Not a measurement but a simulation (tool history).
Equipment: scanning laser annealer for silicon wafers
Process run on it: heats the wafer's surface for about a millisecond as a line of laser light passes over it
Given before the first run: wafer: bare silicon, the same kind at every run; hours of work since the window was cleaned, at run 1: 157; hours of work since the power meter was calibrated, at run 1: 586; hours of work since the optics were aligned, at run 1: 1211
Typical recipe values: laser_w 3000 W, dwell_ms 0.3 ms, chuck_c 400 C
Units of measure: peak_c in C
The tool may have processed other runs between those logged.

run   hour  laser_w  dwell_ms  chuck_c  hours of work since the window was cleaned  hours of work since the power meter was calibrated  hours of work since the optics were aligned  peak_c
  1      0     3000       0.3      400                                         157                                                 586                                         1211    1206
  2   24.7     3000       0.3      400                                         175                                                 604                                         1229    1202
  3   47.3     3000     0.296      400                                         192                                                 621                                         1246    1199
  4   59.2     3000       0.3      400                                         201                                                 629                                         1254    1199
  5   75.8     3000       0.3      400                                         213                                                 642                                         1267    1201
  6     91     3000       0.3      400                                         224                                                 653                                         1278    1198
  7  109.3     3056       0.3      400                                         238                                                 666                                         1291    1216
  8  128.7     3056       0.3      424                                         252                                                 681                                         1306    1236
  9  140.4     3056       0.3      424                                         261                                                 689                                         1314    1239
 10  158.4     3056       0.3      424                                         274                                                 703                                         1328    1237
 11  171.9     3056       0.3      424                                         284                                                 713                                         1338    1239
 12  190.2     3056       0.3      424                                         297                                                 726                                         1351    1233
 13  202.8     3008       0.3      400                                         307                                                 735                                         1360    1198
     215.6  -- optics aligned, line set to its width
 14  225.3     3008       0.3      400                                         320                                                 748                                            7    1195
 15  236.4     3000     0.234      400                                         328                                                 757                                           15    1085
 16  248.3     3000       0.3      400                                         337                                                 765                                           24    1192
 17  263.1     3000       0.3      400                                         348                                                 776                                           35    1192
 18  283.1     3000       0.3      400                                         363                                                 791                                           50    1193
 19    296     3000       0.3      400                                         372                                                 801                                           59    1195
 20  308.9     3024       0.3      400                                         382                                                 810                                           69    1197
 21  327.2     3000       0.3      400                                         395                                                 824                                           82    1190
     344.3  -- optics aligned, line set to its width, once more
 22    347     3185     0.272      405                                         406                                                 835                                            2    1205
 23  359.2     2887     0.242      373                                         415                                                 844                                           11    1056
 24  380.9     2982     0.215      373                                         431                                                 860                                           27    1025
 25  405.7     2854       0.3      403                                         449                                                 878                                           45    1166
 26    418     3272     0.299      403                                         459                                                 887                                           55    1267
 27  442.8     3272     0.299      403                                         477                                                 906                                           73    1267
 28  455.5     2637       0.3      367                                         486                                                 915                                           82    1076
 29  471.8     2637       0.3      367                                         498                                                 927                                           94    1076
 30  488.7     3000      0.28      400                                         511                                                 940                                          107    1168
 31  507.7     3184       0.3      413                                         525                                                 954                                          121    1254
 32  531.7     3184       0.3      413                                         543                                                 971                                          139    1255
 33  550.5     3068     0.317      397                                         557                                                 985                                          152    1238
 34  571.8     3000     0.278      400                                         572                                                1001                                          168    1162
 35  581.8     3000       0.3      373                                         580                                                1008                                          176    1169
 36  601.3     3000       0.3      373                                         594                                                1023                                          190    1169
 37  613.7     2742      0.35      431                                         603                                                1032                                          199    1230
 38  626.3     2658     0.277      400                                         613                                                1041                                          209    1077
 39  637.9     2658     0.277      400                                         621                                                1050                                          217    1081
 40    656     3065     0.267      395                                         635                                                1063                                          231    1153
 41  674.5     2587     0.334      386                                         648                                                1077                                          244    1121

Hidden state at the last listed run before each entry between runs and at the first one after, where it differs:
In the gap between runs 13 and 14: optics aligned, line set to its width (hour 215.6)
  light that passes the window, % of a clean one's: 98.14 -> 98.08; laser's true power over the reading, %: 0.38 -> 0.39; width of the line over the set one, %: 3.29 -> 4.71
  what was measured, less what the result would be without the hidden state, peak_c: -20 -> -25 C
In the gap between runs 21 and 22: optics aligned, line set to its width, once more (hour 344.3)
  light that passes the window, % of a clean one's: 97.71 -> 97.66; laser's true power over the reading, %: 0.43 -> 0.44; width of the line over the set one, %: 4.89 -> 0.13
  what was measured, less what the result would be without the hidden state, peak_c: -27 -> -15 C
